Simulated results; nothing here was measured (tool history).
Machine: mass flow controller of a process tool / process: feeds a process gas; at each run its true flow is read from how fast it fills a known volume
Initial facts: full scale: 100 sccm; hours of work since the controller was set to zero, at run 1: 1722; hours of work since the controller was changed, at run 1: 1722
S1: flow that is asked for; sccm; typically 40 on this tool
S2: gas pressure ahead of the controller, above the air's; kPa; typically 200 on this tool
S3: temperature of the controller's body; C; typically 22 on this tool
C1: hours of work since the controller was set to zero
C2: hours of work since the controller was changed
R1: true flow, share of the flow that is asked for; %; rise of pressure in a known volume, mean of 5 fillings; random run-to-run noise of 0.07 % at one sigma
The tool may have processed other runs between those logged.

run 1 hour=0 | S1=40 S2=200 S3=22 | C1=1722 C2=1722 | R1=99.11
run 2 hour=62.5 | S1=40 S2=200 S3=22 | C1=1766 C2=1766 | R1=99.08
run 3 hour=102.7 | S1=40 S2=200 S3=22 | C1=1795 C2=1795 | R1=99.09
run 4 hour=188.7 | S1=40 S2=200 S3=22 | C1=1857 C2=1857 | R1=99.07
run 5 hour=253.6 | S1=40 S2=200 S3=22 | C1=1903 C2=1903 | R1=99.16
run 6 hour=313.5 | S1=64 S2=200 S3=22 | C1=1946 C2=1946 | R1=99.42
run 7 hour=394 | S1=64 S2=200 S3=22 | C1=2003 C2=2003 | R1=99.51
run 8 hour=481.7 | S1=64 S2=200 S3=22 | C1=2066 C2=2066 | R1=99.28
run 9 hour=572.2 | S1=64 S2=200 S3=22 | C1=2131 C2=2131 | R1=99.42
run 10 hour=619.6 | S1=64 S2=200 S3=22 | C1=2165 C2=2165 | R1=99.33
run 11 hour=707.3 | S1=40 S2=200 S3=27 | C1=2227 C2=2227 | R1=99.43
run 12 hour=779.1 | S1=40 S2=200 S3=22 | C1=2279 C2=2279 | R1=99.03
run 13 hour=851.6 | S1=13 S2=200 S3=22 | C1=2331 C2=2331 | R1=98.79
run 14 hour=935.8 | S1=13 S2=200 S3=22 | C1=2391 C2=2391 | R1=98.74
run 15 hour=1026.1 | S1=13 S2=200 S3=22 | C1=2455 C2=2455 | R1=98.7
run 16 hour=1107.5 | S1=40 S2=225 S3=22 | C1=2514 C2=2514 | R1=99.04
run 17 hour=1159.3 | S1=40 S2=225 S3=22 | C1=2551 C2=2551 | R1=99.06
run 18 hour=1258.4 | S1=40 S2=225 S3=22 | C1=2622 C2=2622 | R1=99.1
run 19 hour=1326.2 | S1=40 S2=225 S3=22 | C1=2670 C2=2670 | R1=99.1
run 20 hour=1377.5 | S1=11 S2=225 S3=22 | C1=2707 C2=2707 | R1=98.71
run 21 hour=1450 | S1=11 S2=225 S3=22 | C1=2759 C2=2759 | R1=98.74
run 22 hour=1521.8 | S1=62 S2=225 S3=34 | C1=2810 C2=2810 | R1=100.21
run 23 hour=1605.9 | S1=62 S2=225 S3=34 | C1=2870 C2=2870 | R1=100.16
run 24 hour=1705.3 | S1=16 S2=261 S3=23 | C1=2941 C2=2941 | R1=99.02
run 25 hour=1792.1 | S1=98 S2=150 S3=37 | C1=3003 C2=3003 | R1=100.72
run 26 hour=1857.7 | S1=98 S2=150 S3=37 | C1=3050 C2=3050 | R1=100.89
run 27 hour=1957.5 | S1=14 S2=200 S3=21 | C1=3121 C2=3121 | R1=98.63
run 28 hour=2056.1 | S1=14 S2=200 S3=21 | C1=3192 C2=3192 | R1=98.7

Expected results for the next run?
run 29 hour=2100.5 | S1=14 S2=200 S3=21 | C1=3224 C2=3224 | R1=?

Logged for run 29: R1 98.57 %.
On a tool with no hidden condition, and with the same random variation, this run would have come out at R1 98.56 %.
